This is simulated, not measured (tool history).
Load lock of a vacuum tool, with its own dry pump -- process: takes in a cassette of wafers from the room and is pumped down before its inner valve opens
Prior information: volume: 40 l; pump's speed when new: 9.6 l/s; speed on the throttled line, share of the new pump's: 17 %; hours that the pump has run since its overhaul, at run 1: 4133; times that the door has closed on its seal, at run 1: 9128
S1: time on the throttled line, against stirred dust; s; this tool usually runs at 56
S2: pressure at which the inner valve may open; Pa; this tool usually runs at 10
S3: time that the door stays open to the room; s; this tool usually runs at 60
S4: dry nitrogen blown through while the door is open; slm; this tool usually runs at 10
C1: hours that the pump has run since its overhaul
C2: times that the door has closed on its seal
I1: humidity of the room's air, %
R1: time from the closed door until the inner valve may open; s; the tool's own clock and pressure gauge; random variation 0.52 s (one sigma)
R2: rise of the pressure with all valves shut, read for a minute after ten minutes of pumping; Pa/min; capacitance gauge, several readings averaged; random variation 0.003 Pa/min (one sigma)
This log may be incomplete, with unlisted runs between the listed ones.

run	hour	S1	S2	S3	S4	C1	C2	I1	R1	R2
1	0.0	56	10	60	10	4133	9128	44.3	87.7	0.107
2	125.5	56	10	60	10	4259	9259	45.2	87.8	0.106
3	235.7	56	10	60	10	4369	9374	50.3	88.2	0.117
4	291.8	56	10	60	10	4425	9433	44.5	87.4	0.106
5	360.8	56	10	42	10	4494	9505	45.7	87.3	0.100
6	438.1	56	10	42	10	4571	9586	46.8	88.1	0.101
7	494.8	56	10	42	10	4628	9645	42.1	88.1	0.099
8	611.3	56	10	60	10	4745	9767	44.3	88.2	0.109
9	668.5	56	10	60	10	4802	9827	42.4	88.0	0.114
10	744.4	56	10	60	4	4878	9906	48.4	88.3	0.123
11	804.1	56	7	60	4	4937	9969	49.4	89.7	0.134
12	881.8	56	7	60	4	5015	10050	47.9	89.6	0.125
13	942.1	56	10	60	15	5075	10113	46.5	88.8	0.109
14	1002.1	56	10	60	15	5135	10176	44.5	88.5	0.110
15	1097.7	84	10	60	10	5231	10276	43.0	111.0	0.112
16	1156.1	84	10	60	10	5289	10337	43.6	110.7	0.117
17	1274.6	84	10	60	10	5408	10460	49.2	111.6	0.121
18	1391.9	84	8	60	10	5525	10583	47.0	110.8	0.119
19	1461.0	56	10	63	10	5594	10655	45.3	89.2	0.117
20	1554.7	31	10	60	5	5688	10753	49.8	67.9	0.132
21	1662.7	31	10	60	5	5796	10866	44.8	68.0	0.127
22	1762.2	44	14	77	6	5895	10970	45.4	77.7	0.137
23	1889.9	56	9	60	25	6023	11104	44.2	88.7	0.107
24	1998.8	75	10	60	10	6132	11218	42.5	103.7	0.119
25	2074.4	44	10	60	10	6208	11297	44.1	79.4	0.124
26	2160.5	44	10	60	10	6294	11387	45.7	78.9	0.124
27	2237.3	44	10	60	10	6371	11467	46.9	78.1	0.131
28	2366.7	44	10	60	10	6500	11602	45.2	79.4	0.128
29	2464.5	39	10	60	10	6598	11705	45.4	75.4	0.128
30	2586.3	56	10	140	14	6720	11832	43.7	89.3	0.159
31	2658.1	60	10	229	10	6791	11907	47.2	92.9	0.216
32	2784.8	56	19	87	10	6918	12039	41.4	85.1	0.142
33	2856.7	47	19	87	8	6990	12114	46.2	79.4	0.155
34	2965.8	47	19	87	8	7099	12229	47.0	79.1	0.159
35	3079.0	56	8	60	19	7212	12347	44.2	90.4	0.118
36	3177.7	108	10	60	10	7311	12450	41.9	131.9	0.132
37	3306.9	69	10	60	32	7440	12585	38.4	100.3	0.107

Run 38 is up next; what results do you expect?
38	3367.2	45	10	60	16	7500	12648	46.9	?	?

R1: 80.2 s
R2: 0.133 Pa/min
Take away the tool's hidden state, keep the run-to-run variation as it was, and the same run would have given R1 75.9 s, R2 0.051 Pa/min.

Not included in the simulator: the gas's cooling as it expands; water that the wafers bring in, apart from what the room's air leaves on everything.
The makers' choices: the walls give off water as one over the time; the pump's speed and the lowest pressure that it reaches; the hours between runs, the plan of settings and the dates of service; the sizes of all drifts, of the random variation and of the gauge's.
